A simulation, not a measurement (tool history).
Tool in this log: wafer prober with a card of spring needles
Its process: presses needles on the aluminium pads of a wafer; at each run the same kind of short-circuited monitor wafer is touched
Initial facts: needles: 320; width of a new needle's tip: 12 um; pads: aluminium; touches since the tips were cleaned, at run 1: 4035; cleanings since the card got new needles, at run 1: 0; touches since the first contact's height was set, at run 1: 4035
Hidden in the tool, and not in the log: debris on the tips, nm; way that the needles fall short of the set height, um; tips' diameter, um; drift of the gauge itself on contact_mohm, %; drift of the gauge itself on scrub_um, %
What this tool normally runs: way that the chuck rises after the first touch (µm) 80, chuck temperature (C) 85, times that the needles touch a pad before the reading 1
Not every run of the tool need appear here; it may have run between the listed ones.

run	day	way that the chuck rises after the first touch (µm)	chuck temperature (C)	times that the needles touch a pad before the reading	touches since the tips were cleaned	cleanings since the card got new needles	touches since the first contact's height was set	resistance of one needle with its contact and lead (mohm)	way that a needle slides on the pad (µm)
1	0	80	85	1	4035	0	4035	284	16.11
2	0.492	80	85	1	6680	0	6680	287	16.08
# day 0.658: tips cleaned on abrasive film
3	1.062	80	85	1	2154	1	9706	291	16.13
4	1.708	60	85	1	5632	1	13184	293	12.1
# day 2.096: tips cleaned on abrasive film
5	2.362	60	85	1	1428	2	16650	283	12.06
6	3.142	60	85	1	5616	2	20838	291	12.07
# day 3.517: tips cleaned on abrasive film
7	3.812	60	85	1	1592	3	24409	281	12.04
8	4.308	60	85	1	4250	3	27067	286	12.07
9	4.892	80	85	1	7390	3	30207	287	16.1
# day 4.929: tips cleaned on abrasive film
# day 5.362: tips cleaned on abrasive film, once more
10	5.562	84	85	1	1053	5	33738	276	16.87
11	6.108	77	85	1	3986	5	36671	289	15.47
12	6.729	80	85	1	7319	5	40004	290	16.06
# day 6.808: tips cleaned on abrasive film
13	7.129	80	85	1	1727	6	42125	278	16.02
14	7.883	96	27	3	5765	6	46163	263	19.26
# day 8.204: tips cleaned on abrasive film
15	8.204	64	58	2	0	7	47871	264	12.83
16	8.817	64	58	2	3286	7	51157	275	12.81
17	9.438	63	44	1	6612	7	54483	279	12.63
# day 9.625: tips cleaned on abrasive film
18	9.929	77	40	1	1618	8	57094	266	15.45
19	10.246	77	40	1	3327	8	58803	271	15.43
20	10.888	61	40	1	6750	8	62226	281	12.2
# day 11.033: tips cleaned on abrasive film
21	11.267	61	40	1	1250	9	64243	273	12.21
22	11.721	80	42	2	3683	9	66676	267	16.03
23	12.262	80	42	2	6596	9	69589	268	16.01
# day 12.479: tips cleaned on abrasive film
24	12.938	65	42	2	2471	10	73190	270	12.97

The same runs without the tool's hidden state, with the same run-to-run variation:
run	resistance of one needle with its contact and lead (mohm)	way that a needle slides on the pad (µm)
1	271	16.11
2	272	16.08
3	269	16.13
4	270	12.1
5	273	12.07
6	272	12.08
7	271	12.06
8	270	12.09
9	271	16.12
10	270	16.92
11	275	15.52
12	273	16.11
13	269	16.07
14	258	19.32
15	264	12.89
16	267	12.87
17	259	12.69
18	258	15.53
19	259	15.51
20	261	12.28
21	264	12.3
22	260	16.12
23	259	16.1
24	262	13.07
